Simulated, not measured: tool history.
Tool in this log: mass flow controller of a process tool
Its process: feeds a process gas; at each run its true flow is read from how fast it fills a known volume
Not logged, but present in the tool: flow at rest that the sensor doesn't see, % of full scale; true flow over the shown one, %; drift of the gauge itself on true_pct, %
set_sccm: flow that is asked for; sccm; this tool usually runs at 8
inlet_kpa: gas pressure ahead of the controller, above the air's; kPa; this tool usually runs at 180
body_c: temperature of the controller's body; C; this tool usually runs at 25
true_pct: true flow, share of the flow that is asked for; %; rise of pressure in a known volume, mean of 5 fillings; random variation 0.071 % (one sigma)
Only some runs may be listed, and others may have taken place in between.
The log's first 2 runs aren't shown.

run	hour	set_sccm	inlet_kpa	body_c	hours of work since the controller was set to zero	hours of work since the controller was changed	true_pct
3	488	8	180	25	2296	2296	99.26
4	746.5	8	201	25	2472	2472	99.36
5	883.9	8	201	29	2565	2565	99.02
6	1127.4	8	180	25	2731	2731	99.22
7	1311.7	8	180	25	2856	2856	99.26
8	1496.1	8	180	25	2982	2982	99.25
9	1701.2	8	180	25	3121	3121	99.24
10	1945.3	8	180	25	3288	3288	99.16
11	2090.1	8	180	25	3386	3386	99.26
12	2285.1	8	180	25	3519	3519	99.15
13	2433.8	8	180	25	3620	3620	99.21
14	2632.3	8	262	25	3755	3755	98.65
15	2791.1	8	262	25	3863	3863	98.41
16	3069.9	8	180	25	4052	4052	99.02

Estimate the outcome of run 17 from the log above:
17	3357.8	6	251	25	4248	4248	?

{"run 17": {"true_pct": 98.48}}
On a tool with no hidden condition, and with the same random variation, this run would have come out at true_pct 99.01 %.
